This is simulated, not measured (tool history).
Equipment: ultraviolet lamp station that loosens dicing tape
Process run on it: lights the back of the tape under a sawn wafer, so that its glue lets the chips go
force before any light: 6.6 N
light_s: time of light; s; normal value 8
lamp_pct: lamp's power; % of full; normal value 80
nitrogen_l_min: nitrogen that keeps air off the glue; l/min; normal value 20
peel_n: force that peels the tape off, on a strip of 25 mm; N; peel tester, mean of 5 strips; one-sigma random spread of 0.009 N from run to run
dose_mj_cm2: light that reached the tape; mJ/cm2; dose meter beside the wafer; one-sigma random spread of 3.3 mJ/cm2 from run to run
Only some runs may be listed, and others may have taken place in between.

run,hour,light_s,lamp_pct,nitrogen_l_min,peel_n,dose_mj_cm2
1,0.0,8,80,20,0.473,466
2,9.8,8,80,20,0.475,463
3,16.2,8,67,20,0.724,389
4,22.3,8,67,20,0.723,383
5,34.8,8,67,20,0.723,383
6,41.3,8,80,24,0.468,461
7,47.1,8,80,24,0.454,458
8,55.8,8,80,24,0.476,459
9,62.4,8,80,20,0.515,458
10,68.3,8,80,20,0.503,447
11,76.4,8,80,20,0.500,456
12,89.2,8,80,17,0.562,455
13,100.1,15,80,17,0.124,844
14,114.1,15,80,17,0.120,828
15,121.6,8,80,16,0.569,443
16,135.1,8,80,16,0.568,446
17,147.1,8,80,16,0.594,437
18,156.0,8,80,20,0.526,436
19,167.6,8,80,20,0.553,438
20,175.0,8,80,20,0.548,435
21,181.6,8,80,20,0.530,435
22,194.6,8,80,20,0.561,430
23,200.4,9,67,20,0.635,411
24,208.6,6,67,15,1.469,268
25,220.0,15,71,25,0.153,713
26,230.2,15,71,25,0.167,714
# hour 231.8: window cleaned of glue's vapour
27,244.2,5,64,14,2.044,208
28,252.9,5,64,14,2.082,208
# hour 256.7: window cleaned of glue's vapour, once more
29,264.1,5,86,32,1.023,308
30,274.9,4,61,16,2.503,172
31,287.3,8,81,20,0.529,452
32,298.4,8,81,20,0.508,457
33,308.3,9,80,11,0.524,497
34,317.1,7,61,11,1.384,293
35,331.0,8,78,12,0.712,424
36,342.8,8,78,12,0.716,429
37,352.9,8,99,9,0.502,539
38,364.3,13,80,12,0.216,709
39,376.3,5,80,9,1.681,272
40,389.8,5,80,9,1.704,266
41,398.2,5,93,9,1.457,312
42,411.4,5,93,9,1.380,309
43,418.5,13,79,22,0.175,675

4 ways to go on from here, each from the tool as it stands after run 43. What would each give?
A,428.1,5,68,18,?,?
B,428.1,10,80,15,?,?
C,428.1,8,79,16,?,?
D,428.1,8,82,20,?,?

run,peel_n,dose_mj_cm2
A,1.777,223
B,0.411,525
C,0.684,419
D,0.572,438
What these runs would have given with no unlogged condition in the tool:
run,peel_n,dose_mj_cm2
A,1.357,271
B,0.256,636
C,0.439,507
D,0.362,531
